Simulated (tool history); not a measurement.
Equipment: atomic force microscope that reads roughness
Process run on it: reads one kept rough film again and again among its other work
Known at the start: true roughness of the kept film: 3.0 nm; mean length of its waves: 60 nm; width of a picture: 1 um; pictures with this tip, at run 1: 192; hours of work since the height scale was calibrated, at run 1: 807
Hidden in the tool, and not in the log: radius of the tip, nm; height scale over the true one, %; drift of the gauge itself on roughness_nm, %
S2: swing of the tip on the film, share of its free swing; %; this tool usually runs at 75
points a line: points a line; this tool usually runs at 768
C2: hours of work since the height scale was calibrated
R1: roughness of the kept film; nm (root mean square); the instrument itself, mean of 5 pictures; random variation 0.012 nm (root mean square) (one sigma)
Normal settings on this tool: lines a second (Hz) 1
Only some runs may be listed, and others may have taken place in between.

Run 1, hour 0: usual settings; pictures with this tip 192; C2 807. Result: R1 2.754 nm (root mean square).
Run 2, hour 42.9: usual settings; pictures with this tip 222; C2 825. Result: R1 2.749 nm (root mean square).
Run 3, hour 75.7: usual settings; pictures with this tip 244; C2 839. Result: R1 2.717 nm (root mean square).
Run 4, hour 106: usual settings; pictures with this tip 265; C2 851. Result: R1 2.751 nm (root mean square).
At hour 122: new tip fitted.
Run 5, hour 136.6: usual settings; pictures with this tip 10; C2 864. Result: R1 2.831 nm (root mean square).
Run 6, hour 169.8: usual settings; pictures with this tip 33; C2 878. Result: R1 2.831 nm (root mean square).
Run 7, hour 205.8: usual settings; pictures with this tip 58; C2 893. Result: R1 2.817 nm (root mean square).
Run 8, hour 255.8: usual settings; pictures with this tip 92; C2 913. Result: R1 2.815 nm (root mean square).
Run 9, hour 278.5: usual settings; pictures with this tip 108; C2 923. Result: R1 2.794 nm (root mean square).
At hour 282.9: height scale calibrated on a step standard.
Run 10, hour 329: usual settings but points a line 393; pictures with this tip 142; C2 19. Result: R1 2.771 nm (root mean square).
Run 11, hour 357.5: usual settings but points a line 393; pictures with this tip 162; C2 31. Result: R1 2.779 nm (root mean square).
Run 12, hour 388: usual settings; pictures with this tip 183; C2 44. Result: R1 2.782 nm (root mean square).
Run 13, hour 410.9: usual settings but lines a second (Hz) 1.15; pictures with this tip 199; C2 53. Result: R1 2.744 nm (root mean square).
Run 14, hour 451: usual settings but lines a second (Hz) 1.15; pictures with this tip 227; C2 70. Result: R1 2.728 nm (root mean square).
At hour 467.8: height scale calibrated on a step standard, once more.
Run 15, hour 490: usual settings but S2 73 %, points a line 952; pictures with this tip 253; C2 9. Result: R1 2.76 nm (root mean square).
At hour 520.9: new tip fitted.
Run 16, hour 520.9: usual settings but lines a second (Hz) 0.79, points a line 683; pictures with this tip 0; C2 22. Result: R1 2.861 nm (root mean square).
Run 17, hour 551.3: usual settings but lines a second (Hz) 1.11, S2 84 %, points a line 683; pictures with this tip 21; C2 35. Result: R1 2.798 nm (root mean square).
Run 18, hour 594.3: usual settings but S2 63 %, points a line 521; pictures with this tip 51; C2 53. Result: R1 2.858 nm (root mean square).
Run 19, hour 628: usual settings but lines a second (Hz) 1.06, S2 63 %, points a line 709; pictures with this tip 74; C2 67. Result: R1 2.885 nm (root mean square).
Run 20, hour 654.1: usual settings but lines a second (Hz) 1.06, S2 63 %, points a line 709; pictures with this tip 92; C2 77. Result: R1 2.873 nm (root mean square).
Run 21, hour 704.5: usual settings but lines a second (Hz) 0.87, S2 63 %, points a line 812; pictures with this tip 127; C2 98. Result: R1 2.842 nm (root mean square).
Run 22, hour 740.7: usual settings but lines a second (Hz) 0.52, S2 70 %, points a line 575; pictures with this tip 152; C2 113. Result: R1 2.821 nm (root mean square).
Run 23, hour 772.4: usual settings but lines a second (Hz) 0.82, S2 66 %; pictures with this tip 174; C2 127. Result: R1 2.824 nm (root mean square).
Run 24, hour 813: usual settings but lines a second (Hz) 0.62, S2 56 %; pictures with this tip 202; C2 144. Result: R1 2.844 nm (root mean square).
Run 25, hour 861.7: usual settings but lines a second (Hz) 1.63, S2 82 %, points a line 313; pictures with this tip 236; C2 164. Result: R1 2.674 nm (root mean square).
Run 26, hour 884.4: usual settings but lines a second (Hz) 1.63, S2 65 %, points a line 260; pictures with this tip 252; C2 173. Result: R1 2.763 nm (root mean square).

5 options for the next run, each taken on its own from the tool as it stands now. Forecast them:
Run A, hour 905.9: usual settings but lines a second (Hz) 3.92, S2 65 %, points a line 495; pictures with this tip 266; C2 182. Result: R1 ?.
Run B, hour 905.9: usual settings but lines a second (Hz) 1.2, S2 67 %, points a line 748; pictures with this tip 266; C2 182. Result: R1 ?.
Run C, hour 905.9: usual settings but lines a second (Hz) 1.58, S2 68 %, points a line 694; pictures with this tip 266; C2 182. Result: R1 ?.
Run D, hour 905.9: usual settings but lines a second (Hz) 1.63, S2 77 %, points a line 953; pictures with this tip 266; C2 182. Result: R1 ?.
Run E, hour 905.9: usual settings but lines a second (Hz) 0.53, points a line 288; pictures with this tip 266; C2 182. Result: R1 ?.

run     R1
  A  2.678
  B  2.759
  C  2.788
  D  2.709
  E  2.764
Had the tool no hidden state, the same runs would have come out as:
run     R1
  A   2.78
  B  2.864
  C  2.895
  D  2.812
  E   2.87
